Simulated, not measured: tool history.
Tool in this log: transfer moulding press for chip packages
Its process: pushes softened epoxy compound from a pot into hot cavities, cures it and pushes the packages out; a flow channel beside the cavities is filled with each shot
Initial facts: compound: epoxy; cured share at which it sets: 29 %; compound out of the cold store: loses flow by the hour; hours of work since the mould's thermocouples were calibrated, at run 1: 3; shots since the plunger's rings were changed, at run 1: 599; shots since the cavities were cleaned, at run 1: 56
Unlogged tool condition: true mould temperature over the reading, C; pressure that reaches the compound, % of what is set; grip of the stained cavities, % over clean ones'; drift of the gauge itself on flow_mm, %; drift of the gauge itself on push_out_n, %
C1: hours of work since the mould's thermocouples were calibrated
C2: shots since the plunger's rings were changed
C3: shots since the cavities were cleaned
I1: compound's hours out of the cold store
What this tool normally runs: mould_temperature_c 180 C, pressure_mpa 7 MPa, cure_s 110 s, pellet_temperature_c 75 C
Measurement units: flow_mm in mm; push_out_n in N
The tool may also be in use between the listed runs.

Run 1, hour 0: usual settings; C1 3; C2 599; C3 56; I1 36.2. Result: flow_mm 545 mm, push_out_n 188 N.
Run 2, hour 20.9: usual settings but pellet_temperature_c 68 C; C1 14; C2 775; C3 232; I1 21.2. Result: flow_mm 597 mm, push_out_n 238 N.
Run 3, hour 47.2: usual settings but pellet_temperature_c 68 C; C1 26; C2 996; C3 453; I1 27.5. Result: flow_mm 572 mm, push_out_n 285 N.
At hour 90.5: cavities cleaned with cleaning compound and waxed.
Run 4, hour 97: usual settings but pellet_temperature_c 68 C; C1 50; C2 1402; C3 54; I1 37.2. Result: flow_mm 539 mm, push_out_n 200 N.
Run 5, hour 141.7: usual settings but pellet_temperature_c 68 C; C1 72; C2 1779; C3 431; I1 38.6. Result: flow_mm 536 mm, push_out_n 270 N.
Run 6, hour 175.3: usual settings but pellet_temperature_c 68 C; C1 89; C2 2061; C3 713; I1 17.2. Result: flow_mm 604 mm, push_out_n 305 N.
At hour 186.2: cavities cleaned with cleaning compound and waxed.
Run 7, hour 218.9: usual settings but pressure_mpa 6.21 MPa, pellet_temperature_c 68 C; C1 109; C2 2415; C3 275; I1 32. Result: flow_mm 516 mm, push_out_n 249 N.
Run 8, hour 256.4: usual settings but pressure_mpa 6.21 MPa, pellet_temperature_c 68 C; C1 128; C2 2730; C3 590; I1 27.2. Result: flow_mm 530 mm, push_out_n 292 N.
At hour 281.7: cavities cleaned with cleaning compound and waxed.
Run 9, hour 281.7: usual settings but pressure_mpa 6.21 MPa, pellet_temperature_c 68 C; C1 139; C2 2931; C3 0; I1 22.8. Result: flow_mm 548 mm, push_out_n 186 N.
Run 10, hour 305.4: usual settings; C1 151; C2 3130; C3 199; I1 32.7. Result: flow_mm 547 mm, push_out_n 230 N.
Run 11, hour 343.5: usual settings; C1 170; C2 3450; C3 519; I1 24.7. Result: flow_mm 570 mm, push_out_n 294 N.
At hour 378.6: cavities cleaned with cleaning compound and waxed.
Run 12, hour 378.6: usual settings but pellet_temperature_c 74 C; C1 186; C2 3734; C3 0; I1 36. Result: flow_mm 532 mm, push_out_n 173 N.
Run 13, hour 417.6: usual settings but pressure_mpa 8.73 MPa, pellet_temperature_c 68 C; C1 205; C2 4061; C3 327; I1 41.4. Result: flow_mm 578 mm, push_out_n 256 N.
At hour 444.9: plunger's sealing rings changed.
Run 14, hour 460.8: usual settings but pressure_mpa 6.36 MPa, cure_s 113 s; C1 225; C2 134; C3 670; I1 45.2. Result: flow_mm 496 mm, push_out_n 287 N.
At hour 479.4: cavities cleaned with cleaning compound and waxed.
Run 15, hour 486.1: usual settings but pressure_mpa 6.36 MPa, cure_s 113 s; C1 237; C2 334; C3 57; I1 24.7. Result: flow_mm 559 mm, push_out_n 193 N.
Run 16, hour 510: usual settings but pressure_mpa 6.36 MPa, cure_s 113 s; C1 249; C2 535; C3 258; I1 27.9. Result: flow_mm 549 mm, push_out_n 225 N.
Run 17, hour 537.7: usual settings but pressure_mpa 6.36 MPa, cure_s 113 s; C1 262; C2 768; C3 491; I1 43. Result: flow_mm 500 mm, push_out_n 269 N.
At hour 576.2: cavities cleaned with cleaning compound and waxed.
Run 18, hour 581.3: usual settings but mould_temperature_c 178 C, pressure_mpa 7.33 MPa, cure_s 128 s, pellet_temperature_c 76 C; C1 283; C2 1123; C3 44; I1 39.4. Result: flow_mm 555 mm, push_out_n 175 N.
Run 19, hour 611.1: usual settings but mould_temperature_c 178 C, pressure_mpa 7.33 MPa, cure_s 128 s, pellet_temperature_c 76 C; C1 298; C2 1373; C3 294; I1 17.8. Result: flow_mm 623 mm, push_out_n 237 N.
Run 20, hour 648.8: usual settings but mould_temperature_c 184 C, pressure_mpa 7.08 MPa, cure_s 111 s, pellet_temperature_c 71 C; C1 316; C2 1690; C3 611; I1 34.7. Result: flow_mm 541 mm, push_out_n 266 N.
At hour 671: cavities cleaned with cleaning compound and waxed.
Run 21, hour 684.5: usual settings but mould_temperature_c 176 C, pressure_mpa 5.25 MPa, cure_s 95 s; C1 333; C2 1978; C3 113; I1 47.6. Result: flow_mm 443 mm, push_out_n 290 N.
Run 22, hour 708.4: usual settings but mould_temperature_c 176 C, pressure_mpa 5.25 MPa, cure_s 95 s; C1 345; C2 2179; C3 314; I1 43.6. Result: flow_mm 453 mm, push_out_n 371 N.

Run 23 has not been measured yet. What should we expect?
Run 23, hour 750.1: usual settings but mould_temperature_c 176 C, pressure_mpa 5.25 MPa, cure_s 95 s; C1 365; C2 2530; C3 665; I1 16.2. Result: flow_mm ?, push_out_n ?.

{"run 23": {"flow_mm": 527, "push_out_n": 461}}
Had the tool carried no hidden state, the very same run would have given flow_mm 541 mm, push_out_n 272 N.
